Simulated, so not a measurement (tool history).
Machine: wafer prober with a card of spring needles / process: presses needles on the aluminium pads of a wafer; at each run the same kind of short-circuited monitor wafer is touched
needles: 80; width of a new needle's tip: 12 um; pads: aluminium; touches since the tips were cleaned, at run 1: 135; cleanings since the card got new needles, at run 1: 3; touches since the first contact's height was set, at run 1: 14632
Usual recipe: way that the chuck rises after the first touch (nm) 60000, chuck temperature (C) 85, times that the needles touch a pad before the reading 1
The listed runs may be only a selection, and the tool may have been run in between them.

run	hour	way that the chuck rises after the first touch (nm)	chuck temperature (C)	times that the needles touch a pad before the reading	touches since the tips were cleaned	cleanings since the card got new needles	touches since the first contact's height was set	resistance of one needle with its contact and lead (mohm)	way that a needle slides on the pad (nm)
1	0	60000	85	1	135	3	14632	263	11460
2	14.8	60000	85	2	2557	3	17054	277	11460
3	24.7	60000	85	1	4191	3	18688	287	11440
# hour 26.2: tips cleaned on abrasive film
4	38.9	60000	85	1	2082	4	21006	279	11460
5	46.8	60000	85	1	3381	4	22305	284	11450
# hour 54.3: tips cleaned on abrasive film
6	56.3	60000	85	1	333	5	23840	267	11420
7	69.1	60000	85	1	2431	5	25938	282	11450
8	77.6	60000	85	1	3828	5	27335	286	11450
# hour 81.8: tips cleaned on abrasive film
9	87.2	60000	85	1	876	6	28891	271	11430
10	100.3	60000	85	1	3026	6	31041	282	11450
# hour 109.9: tips cleaned on abrasive film
11	112.6	60000	85	1	452	7	33057	266	11420
12	126.4	60000	85	1	2717	7	35322	284	11420
# hour 137.1: tips cleaned on abrasive film
13	141.3	60000	55	1	686	8	37744	260	11400
14	156.3	60000	55	1	3158	8	40216	278	11410
# hour 164.7: tips cleaned on abrasive film
15	168.8	60000	55	1	675	9	42250	264	11400
16	179.7	50000	85	1	2464	9	44039	283	9490
# hour 191.8: tips cleaned on abrasive film
17	193.1	60000	112	1	217	10	46221	276	11370
18	203.6	47000	85	1	1939	10	47943	279	8890
19	214.7	53000	68	3	3764	10	49768	266	10030
# hour 219.6: tips cleaned on abrasive film
20	228.9	53000	68	3	1522	11	52076	261	10030
21	239.5	49000	49	2	3255	11	53809	268	9240
# hour 247: tips cleaned on abrasive film
22	249.5	45000	52	1	395	12	55435	260	8500
23	256.7	45000	52	1	1588	12	56628	265	8480
24	266.4	55000	35	1	3183	12	58223	269	10400
# hour 275.1: tips cleaned on abrasive film
25	279.8	55000	35	1	778	13	60399	258	10380
26	289.5	55000	35	1	2369	13	61990	266	10390
# hour 302.6: tips cleaned on abrasive film
27	304.7	62000	35	2	342	14	64475	247	11730
28	318.2	60000	82	3	2554	14	66687	267	11340
29	325.3	60000	82	3	3719	14	67852	271	11340
# hour 330.4: tips cleaned on abrasive film
30	334.1	60000	82	3	608	15	69279	262	11310
31	347	76000	40	3	2725	15	71396	253	14390
# hour 358.1: tips cleaned on abrasive film
32	360.5	76000	40	3	387	16	73596	251	14400
33	374.4	76000	67	2	2676	16	75885	266	14420
# hour 386.5: tips cleaned on abrasive film
34	388.3	76000	67	2	296	17	78139	259	14390

For some of the steps in resistance of one needle with its contact and lead (mohm) from one run to the next: how much would appear even if the tool had no hidden state, given the settings, what came in and random variation, and how much remains for the hidden state plus any gauge scatter that the measured result and the result without hidden state don't share?
The hidden state here: debris on the tips, nm; way that the needles fall short of the set height, um; tips' diameter, um; drift of the gauge itself on contact_mohm, %; drift of the gauge itself on scrub_um, %.
Run 5 -> 6: tips cleaned on abrasive film. resistance of one needle with its contact and lead (mohm) -17: hidden state -20, all else +3.
Run 8 -> 9: tips cleaned on abrasive film. resistance of one needle with its contact and lead (mohm) -15: hidden state -16, all else +1.
Run 10 -> 11: tips cleaned on abrasive film. resistance of one needle with its contact and lead (mohm) -16: hidden state -16, all else +0.
Run 12 -> 13: chuck temperature (C) 85 -> 55, tips cleaned on abrasive film. resistance of one needle with its contact and lead (mohm) -24: hidden state -14, all else -10.
Run 15 -> 16: way that the chuck rises after the first touch (nm) 60000 -> 50000, chuck temperature (C) 55 -> 85. resistance of one needle with its contact and lead (mohm) +19: hidden state +13, all else +6.
Run 27 -> 28: way that the chuck rises after the first touch (nm) 62000 -> 60000, chuck temperature (C) 35 -> 82, times that the needles touch a pad before the reading 2 -> 3. resistance of one needle with its contact and lead (mohm) +20: hidden state +4, all else +16.

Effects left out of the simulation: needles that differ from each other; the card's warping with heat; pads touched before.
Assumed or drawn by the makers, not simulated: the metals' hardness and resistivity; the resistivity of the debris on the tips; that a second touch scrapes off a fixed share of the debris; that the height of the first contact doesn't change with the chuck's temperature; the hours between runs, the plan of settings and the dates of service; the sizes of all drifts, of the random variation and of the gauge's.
